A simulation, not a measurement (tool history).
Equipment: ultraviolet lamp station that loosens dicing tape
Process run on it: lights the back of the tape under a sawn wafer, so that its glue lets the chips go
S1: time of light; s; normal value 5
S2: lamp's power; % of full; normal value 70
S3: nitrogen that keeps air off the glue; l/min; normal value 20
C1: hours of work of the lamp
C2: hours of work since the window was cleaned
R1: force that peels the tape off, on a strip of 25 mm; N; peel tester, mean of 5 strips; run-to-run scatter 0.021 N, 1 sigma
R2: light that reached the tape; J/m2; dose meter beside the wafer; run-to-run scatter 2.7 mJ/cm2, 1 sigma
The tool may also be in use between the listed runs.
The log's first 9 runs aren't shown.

{"run": 10, "hour": 65.7, "S1": 5, "S2": 70, "S3": 8, "C1": 355, "C2": 311, "R1": 1.788, "R2": 3130}
{"run": 11, "hour": 70.8, "S1": 5, "S2": 70, "S3": 8, "C1": 359, "C2": 314, "R1": 1.725, "R2": 3090}
{"run": 12, "hour": 80.5, "S1": 5, "S2": 70, "S3": 20, "C1": 365, "C2": 321, "R1": 1.317, "R2": 3020}
{"run": 13, "hour": 90.0, "S1": 5, "S2": 79, "S3": 20, "C1": 372, "C2": 327, "R1": 1.025, "R2": 3440}
{"run": 14, "hour": 101.2, "S1": 5, "S2": 79, "S3": 20, "C1": 379, "C2": 335, "R1": 1.055, "R2": 3460}
{"run": 15, "hour": 109.2, "S1": 5, "S2": 79, "S3": 20, "C1": 385, "C2": 340, "R1": 1.059, "R2": 3440}
{"run": 16, "hour": 120.8, "S1": 5, "S2": 79, "S3": 20, "C1": 393, "C2": 348, "R1": 1.079, "R2": 3440}
{"run": 17, "hour": 127.4, "S1": 5, "S2": 79, "S3": 20, "C1": 397, "C2": 353, "R1": 1.092, "R2": 3420}
{"run": 18, "hour": 137.0, "S1": 5, "S2": 79, "S3": 20, "C1": 404, "C2": 359, "R1": 1.101, "R2": 3450}
{"run": 19, "hour": 142.1, "S1": 5, "S2": 79, "S3": 20, "C1": 407, "C2": 363, "R1": 1.103, "R2": 3430}
{"run": 20, "hour": 151.0, "S1": 5, "S2": 79, "S3": 20, "C1": 413, "C2": 369, "R1": 1.087, "R2": 3400}
{"run": 21, "hour": 162.0, "S1": 5, "S2": 70, "S3": 20, "C1": 421, "C2": 376, "R1": 1.298, "R2": 3020}
{"run": 22, "hour": 171.2, "S1": 7, "S2": 72, "S3": 27, "C1": 427, "C2": 382, "R1": 0.597, "R2": 4350}
{"run": 23, "hour": 178.0, "S1": 6, "S2": 95, "S3": 27, "C1": 431, "C2": 387, "R1": 0.451, "R2": 4910}
{"run": 24, "hour": 188.7, "S1": 4, "S2": 87, "S3": 10, "C1": 439, "C2": 394, "R1": 1.758, "R2": 2990}
{"run": 25, "hour": 195.3, "S1": 9, "S2": 67, "S3": 8, "C1": 443, "C2": 399, "R1": 0.729, "R2": 5170}
{"hour": 205.1, "done": "window cleaned of glue's vapour"}
{"run": 26, "hour": 205.7, "S1": 5, "S2": 82, "S3": 7, "C1": 450, "C2": 0, "R1": 1.275, "R2": 3910}
{"run": 27, "hour": 215.1, "S1": 5, "S2": 82, "S3": 7, "C1": 456, "C2": 7, "R1": 1.325, "R2": 3870}
{"run": 28, "hour": 221.9, "S1": 5, "S2": 85, "S3": 36, "C1": 461, "C2": 11, "R1": 0.631, "R2": 4010}
{"run": 29, "hour": 232.0, "S1": 3, "S2": 75, "S3": 36, "C1": 468, "C2": 18, "R1": 1.881, "R2": 2110}

For run 30, what comes out?
{"run": 30, "hour": 241.1, "S1": 4, "S2": 75, "S3": 13, "C1": 474, "C2": 24, "R1": "?", "R2": "?"}

{"run 30": {"R1": 1.634, "R2": 2850}}
On a tool with no hidden condition, and with the same random variation, this run would have come out at R1 1.453 N, R2 3080 J/m2.
